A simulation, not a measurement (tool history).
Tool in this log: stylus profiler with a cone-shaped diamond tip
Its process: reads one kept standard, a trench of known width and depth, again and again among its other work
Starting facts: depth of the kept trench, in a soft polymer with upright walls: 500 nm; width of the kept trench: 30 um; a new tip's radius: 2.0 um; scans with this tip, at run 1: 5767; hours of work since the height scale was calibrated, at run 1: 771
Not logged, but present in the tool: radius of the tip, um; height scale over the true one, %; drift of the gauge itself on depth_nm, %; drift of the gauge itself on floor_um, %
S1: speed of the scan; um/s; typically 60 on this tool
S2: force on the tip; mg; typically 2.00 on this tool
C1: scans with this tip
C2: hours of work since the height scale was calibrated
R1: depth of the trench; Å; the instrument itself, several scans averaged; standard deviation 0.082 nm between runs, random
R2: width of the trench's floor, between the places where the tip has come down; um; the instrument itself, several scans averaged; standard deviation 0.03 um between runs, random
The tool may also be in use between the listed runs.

run	hour	S1	S2	C1	C2	R1	R2
1	0.0	60	2.00	5767	771	5055.7	26.23
2	69.9	60	2.00	6115	818	5054.1	26.21
3	137.4	60	2.00	6451	863	5053.9	26.15
4	227.2	60	2.00	6899	923	5051.6	26.10
5	317.3	60	2.00	7347	983	5053.7	26.03
6	384.1	60	2.00	7680	1027	5051.3	25.98
7	438.3	60	2.00	7950	1063	5051.4	25.98
8	505.5	60	2.00	8285	1108	5050.4	25.96
9	562.2	26	1.32	8567	1146	5037.1	25.99
10	625.8	201	1.54	8884	1188	5041.3	25.51
# hour 680.5: height scale calibrated on a step standard
11	739.9	201	1.54	9450	40	5051.9	25.49
12	866.6	201	1.54	10081	124	5051.4	25.38
13	966.3	201	1.54	10577	190	5051.7	25.39
14	1060.0	104	2.26	11044	253	5066.5	25.51
15	1172.7	57	3.71	11605	328	5091.8	25.50
16	1286.9	57	3.71	12174	404	5091.7	25.49

How the hidden state differs across the entries between the runs, from the last listed run before each to the first after it:
From run 10 to run 11: height scale calibrated on a step standard (hour 680.5)
  radius of the tip, um: 4.32 -> 4.46; height scale over the true one, %: -0.237 -> 0.015
  what was measured, less what the result would be without the hidden state, R1: -11.9 -> +0.7 Å; R2: -1.38 -> -1.45 um

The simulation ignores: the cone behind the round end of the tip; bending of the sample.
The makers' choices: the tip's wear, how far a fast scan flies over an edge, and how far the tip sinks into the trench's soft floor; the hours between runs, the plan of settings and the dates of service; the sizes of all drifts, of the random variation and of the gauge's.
